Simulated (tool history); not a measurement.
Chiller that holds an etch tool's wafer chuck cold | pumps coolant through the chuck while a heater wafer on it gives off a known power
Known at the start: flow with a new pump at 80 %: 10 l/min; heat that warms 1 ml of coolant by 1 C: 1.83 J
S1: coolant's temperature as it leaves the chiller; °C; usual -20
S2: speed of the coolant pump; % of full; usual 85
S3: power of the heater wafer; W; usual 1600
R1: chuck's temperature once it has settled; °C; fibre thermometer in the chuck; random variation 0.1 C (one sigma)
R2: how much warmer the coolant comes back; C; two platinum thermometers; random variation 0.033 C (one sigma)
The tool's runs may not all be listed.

{"run": 1, "hour": 0.0, "S1": -20, "S2": 85, "S3": 1600, "R1": -5.7, "R2": 4.94}
{"run": 2, "hour": 42.8, "S1": -20, "S2": 85, "S3": 2021, "R1": -1.9, "R2": 6.2}
{"run": 3, "hour": 94.4, "S1": -20, "S2": 79, "S3": 1600, "R1": -4.9, "R2": 5.26}
{"run": 4, "hour": 144.6, "S1": -20, "S2": 79, "S3": 1600, "R1": -4.9, "R2": 5.3}
{"run": 5, "hour": 190.7, "S1": -20, "S2": 79, "S3": 1600, "R1": -5.1, "R2": 5.24}
{"run": 6, "hour": 219.8, "S1": -20, "S2": 85, "S3": 1581, "R1": -5.8, "R2": 4.84}
{"run": 7, "hour": 279.6, "S1": -26, "S2": 85, "S3": 1600, "R1": -11.9, "R2": 4.94}
{"run": 8, "hour": 310.1, "S1": -26, "S2": 85, "S3": 1600, "R1": -11.6, "R2": 4.91}
{"run": 9, "hour": 348.2, "S1": -26, "S2": 85, "S3": 1600, "R1": -11.6, "R2": 4.98}
{"run": 10, "hour": 379.9, "S1": -26, "S2": 85, "S3": 1600, "R1": -11.5, "R2": 4.89}
{"run": 11, "hour": 412.6, "S1": -26, "S2": 85, "S3": 1600, "R1": -11.6, "R2": 4.97}
{"run": 12, "hour": 446.6, "S1": -26, "S2": 85, "S3": 1600, "R1": -11.7, "R2": 4.92}
{"run": 13, "hour": 506.5, "S1": -26, "S2": 85, "S3": 1600, "R1": -11.8, "R2": 4.92}
{"run": 14, "hour": 541.1, "S1": -26, "S2": 85, "S3": 1600, "R1": -11.6, "R2": 4.88}
{"run": 15, "hour": 600.8, "S1": -26, "S2": 91, "S3": 1600, "R1": -12.2, "R2": 4.56}
{"run": 16, "hour": 641.4, "S1": -26, "S2": 91, "S3": 1600, "R1": -12.3, "R2": 4.58}
{"run": 17, "hour": 692.3, "S1": -26, "S2": 91, "S3": 1600, "R1": -12.2, "R2": 4.58}
{"run": 18, "hour": 733.6, "S1": -16, "S2": 85, "S3": 1022, "R1": -6.9, "R2": 3.19}
{"run": 19, "hour": 781.6, "S1": -21, "S2": 80, "S3": 1600, "R1": -6.1, "R2": 5.29}
{"run": 20, "hour": 825.9, "S1": -20, "S2": 90, "S3": 1259, "R1": -9.3, "R2": 3.66}
{"run": 21, "hour": 874.6, "S1": -20, "S2": 90, "S3": 1029, "R1": -11.1, "R2": 3.02}
{"run": 22, "hour": 915.2, "S1": -20, "S2": 90, "S3": 1029, "R1": -10.9, "R2": 3.01}
{"run": 23, "hour": 940.2, "S1": -10, "S2": 68, "S3": 977, "R1": 0.4, "R2": 3.8}
{"run": 24, "hour": 994.7, "S1": -12, "S2": 76, "S3": 1647, "R1": 4.3, "R2": 5.73}
{"run": 25, "hour": 1020.5, "S1": -12, "S2": 76, "S3": 1647, "R1": 4.1, "R2": 5.76}
{"run": 26, "hour": 1047.7, "S1": -20, "S2": 79, "S3": 985, "R1": -10.7, "R2": 3.32}
{"run": 27, "hour": 1085.7, "S1": -30, "S2": 70, "S3": 1260, "R1": -16.8, "R2": 4.79}
{"run": 28, "hour": 1137.7, "S1": -30, "S2": 90, "S3": 1600, "R1": -15.9, "R2": 4.66}
{"run": 29, "hour": 1181.5, "S1": -23, "S2": 90, "S3": 1600, "R1": -9.1, "R2": 4.63}
{"run": 30, "hour": 1236.2, "S1": -23, "S2": 90, "S3": 1600, "R1": -8.9, "R2": 4.63}
{"run": 31, "hour": 1267.9, "S1": -23, "S2": 90, "S3": 1600, "R1": -9, "R2": 4.63}

5 ways to go on from here, each from the tool as it stands after run 31. What would each give?
{"run": "A", "hour": 1326.7, "S1": -30, "S2": 71, "S3": 1779, "R1": "?", "R2": "?"}
{"run": "B", "hour": 1326.7, "S1": -20, "S2": 94, "S3": 2210, "R1": "?", "R2": "?"}
{"run": "C", "hour": 1326.7, "S1": -23, "S2": 71, "S3": 1600, "R1": "?", "R2": "?"}
{"run": "D", "hour": 1326.7, "S1": -23, "S2": 66, "S3": 1600, "R1": "?", "R2": "?"}
{"run": "E", "hour": 1326.7, "S1": -25, "S2": 90, "S3": 1274, "R1": "?", "R2": "?"}

run=A R1=-11.5 R2=6.72
run=B R1=-1.2 R2=6.2
run=C R1=-6.3 R2=5.97
run=D R1=-5.7 R2=6.52
run=E R1=-13.7 R2=3.72
Without the tool's hidden state the same runs would have given:
run=A R1=-12.7 R2=6.65
run=B R1=-2.5 R2=6.13
run=C R1=-7.4 R2=5.9
run=D R1=-6.8 R2=6.45
run=E R1=-14.4 R2=3.68
